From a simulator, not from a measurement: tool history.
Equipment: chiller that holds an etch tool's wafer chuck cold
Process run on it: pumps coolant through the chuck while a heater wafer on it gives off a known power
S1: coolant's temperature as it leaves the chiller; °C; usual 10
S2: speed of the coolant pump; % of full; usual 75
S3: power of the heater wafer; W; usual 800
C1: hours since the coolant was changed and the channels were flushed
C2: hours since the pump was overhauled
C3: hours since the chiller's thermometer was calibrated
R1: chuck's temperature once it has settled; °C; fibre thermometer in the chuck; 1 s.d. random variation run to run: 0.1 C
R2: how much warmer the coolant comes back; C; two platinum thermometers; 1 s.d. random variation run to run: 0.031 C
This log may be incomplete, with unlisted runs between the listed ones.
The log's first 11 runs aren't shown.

| run | hour | S1 | S2 | S3 | C1 | C2 | C3 | R1 | R2 |
|---|---|---|---|---|---|---|---|---|---|
| 12 | 1469.4 | 10 | 75 | 800 | 3508 | 4461 | 1066 | 21.5 | 3.34 |
| 13 | 1566.1 | 10 | 75 | 800 | 3604 | 4558 | 1162 | 21.5 | 3.31 |
| 14 | 1654 | 10 | 75 | 800 | 3692 | 4645 | 1250 | 21.4 | 3.36 |
| 15 | 1792.1 | 10 | 75 | 800 | 3830 | 4784 | 1388 | 21.3 | 3.39 |
| 16 | 1931 | 10 | 75 | 800 | 3969 | 4922 | 1527 | 21.4 | 3.41 |
| 17 | 2033.3 | 10 | 75 | 800 | 4071 | 5025 | 1630 | 21.5 | 3.36 |
| 18 | 2166 | 10 | 75 | 800 | 4204 | 5157 | 1762 | 21.7 | 3.39 |
| 19 | 2270 | 13 | 74 | 826 | 4308 | 5261 | 1866 | 25.3 | 3.5 |
| 20 | 2437.9 | 13 | 74 | 826 | 4476 | 5429 | 2034 | 25.3 | 3.59 |
| 21 | 2541.6 | 13 | 74 | 826 | 4580 | 5533 | 2138 | 25.4 | 3.61 |
| 22 | 2677.8 | 13 | 74 | 826 | 4716 | 5669 | 2274 | 25.4 | 3.62 |
| 23 | 2799.2 | 13 | 74 | 826 | 4837 | 5791 | 2396 | 25.5 | 3.62 |
| 24 | 2928.1 | 0 | 94 | 826 | 4966 | 5920 | 2524 | 10.2 | 2.93 |
| 25 | 3057.7 | 3 | 75 | 995 | 5096 | 6049 | 2654 | 17.9 | 4.27 |
| 26 | 3152.7 | 10 | 67 | 1141 | 5191 | 6144 | 2749 | 29 | 5.5 |
|  | 3209.5 | coolant pump overhauled |
| 27 | 3272.8 | 9 | 67 | 516 | 5306 | 63 | 2864 | 16.4 | 2.21 |
| 28 | 3437.6 | 13 | 100 | 800 | 5471 | 228 | 3029 | 21.6 | 2.24 |
| 29 | 3576 | 4 | 76 | 803 | 5609 | 367 | 3167 | 14.6 | 2.97 |
| 30 | 3744.6 | 10 | 98 | 474 | 5778 | 535 | 3336 | 14.9 | 1.36 |
| 31 | 3909.4 | 10 | 72 | 1033 | 5942 | 700 | 3501 | 24.6 | 4.06 |

For run 32, what comes out?
| 32 | 4025.1 | 9 | 75 | 1170 | 6058 | 816 | 3616 | ? | ? |

Run 32 measured R1 25.1 °C, R2 4.42 C.
Had the tool carried no hidden state, the very same run would have given R1 23.2 °C, R2 4.36 C.

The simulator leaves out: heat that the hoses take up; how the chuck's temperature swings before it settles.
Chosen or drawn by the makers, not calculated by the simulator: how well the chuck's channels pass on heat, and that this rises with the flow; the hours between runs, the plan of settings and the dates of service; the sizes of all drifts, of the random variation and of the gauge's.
